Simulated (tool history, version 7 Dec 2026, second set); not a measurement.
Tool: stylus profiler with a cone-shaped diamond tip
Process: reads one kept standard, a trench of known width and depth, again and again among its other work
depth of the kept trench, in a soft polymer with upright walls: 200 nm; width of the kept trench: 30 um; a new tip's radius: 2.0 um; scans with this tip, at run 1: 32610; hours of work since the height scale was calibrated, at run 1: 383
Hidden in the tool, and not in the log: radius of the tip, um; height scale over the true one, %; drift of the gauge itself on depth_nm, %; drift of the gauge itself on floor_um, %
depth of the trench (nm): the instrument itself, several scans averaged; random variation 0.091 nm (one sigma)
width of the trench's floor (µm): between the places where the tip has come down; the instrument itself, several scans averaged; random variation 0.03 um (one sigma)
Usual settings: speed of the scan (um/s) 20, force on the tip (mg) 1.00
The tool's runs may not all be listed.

run	hour	speed of the scan (um/s)	force on the tip (mg)	scans with this tip	hours of work since the height scale was calibrated	depth of the trench (nm)	width of the trench's floor (µm)
1	0.0	20	1.00	32610	383	201.00	27.19
2	48.2	20	1.00	32970	408	201.38	27.16
# hour 74.7: new tip fitted, height scale calibrated
3	152.4	16	1.00	580	40	201.51	28.06
4	212.5	20	1.00	1029	71	201.49	28.00
5	277.3	20	0.70	1512	104	201.28	27.95
6	377.6	20	0.70	2262	156	201.24	27.89
7	454.3	20	0.70	2834	195	200.98	27.90
8	517.3	20	0.70	3304	227	201.16	27.89
9	599.2	20	0.70	3916	269	201.00	27.86
10	694.5	20	0.70	4627	318	201.04	27.80
11	792.0	20	1.00	5355	369	201.47	27.88
12	838.3	20	1.00	5701	392	201.13	27.86
13	904.3	20	1.00	6193	426	201.49	27.84
14	957.6	20	1.00	6591	454	201.15	27.81
15	1016.7	20	1.00	7032	484	201.10	27.84
16	1087.8	20	1.00	7563	520	201.24	27.76
17	1178.4	20	1.00	8240	567	201.17	27.81
18	1242.3	20	1.00	8717	600	201.16	27.79
19	1293.6	78	0.59	9099	626	200.70	26.96
20	1359.1	78	1.69	9588	660	201.74	27.33
21	1456.9	70	2.71	10319	710	202.53	27.50
22	1517.5	42	1.07	10771	741	200.99	27.48
23	1596.0	76	0.40	11357	782	200.26	26.73
24	1656.9	76	0.40	11812	813	200.32	26.72
25	1717.6	76	0.40	12265	844	200.19	26.71
26	1796.3	76	0.40	12853	884	200.21	26.72
27	1888.6	76	0.40	13541	932	200.13	26.62

Forecast each of these 5 alternatives for the next run:
A	1932.5	59	1.13	13869	954	?	?
B	1932.5	52	2.85	13869	954	?	?
C	1932.5	6	1.12	13869	954	?	?
D	1932.5	6	0.35	13869	954	?	?
E	1932.5	44	0.40	13869	954	?	?

run	depth of the trench (nm)	width of the trench's floor (µm)
A	200.89	27.31
B	202.31	27.51
C	200.91	27.74
D	200.05	27.73
E	199.96	27.18
Without the tool's hidden state the same runs would have given:
run	depth of the trench (nm)	width of the trench's floor (µm)
A	201.65	27.76
B	203.07	27.96
C	201.66	28.19
D	200.79	28.18
E	200.71	27.63
